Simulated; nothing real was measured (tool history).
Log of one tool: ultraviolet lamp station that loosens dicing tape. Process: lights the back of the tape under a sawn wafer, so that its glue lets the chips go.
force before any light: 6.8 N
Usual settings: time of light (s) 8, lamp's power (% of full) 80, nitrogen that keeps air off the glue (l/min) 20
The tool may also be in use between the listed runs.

run,hour,time of light (s),lamp's power (% of full),nitrogen that keeps air off the glue (l/min),force that peels the tape off (N),light that reached the tape (mJ/cm2)
1,0,8,80,20,0.377,225
2,8.9,8,80,20,0.38,225
3,13.9,8,94,20,0.247,267
4,18.2,8,94,20,0.252,265
5,24.9,8,94,20,0.257,261
6,29,8,94,20,0.252,261
7,34.6,9,80,20,0.281,250
8,43.4,7,80,20,0.536,192
9,50.1,7,80,36,0.404,190
10,55.9,8,80,12,0.579,225
11,64.1,8,80,12,0.582,224
12,68.2,8,95,20,0.266,263

The next listed run, before its measurement:
13,75.2,8,95,20,?,?

Run 13 gave force that peels the tape off (N) 0.258, light that reached the tape (mJ/cm2) 259.
Without the tool's hidden state the same run would have given force that peels the tape off (N) 0.16, light that reached the tape (mJ/cm2) 313.
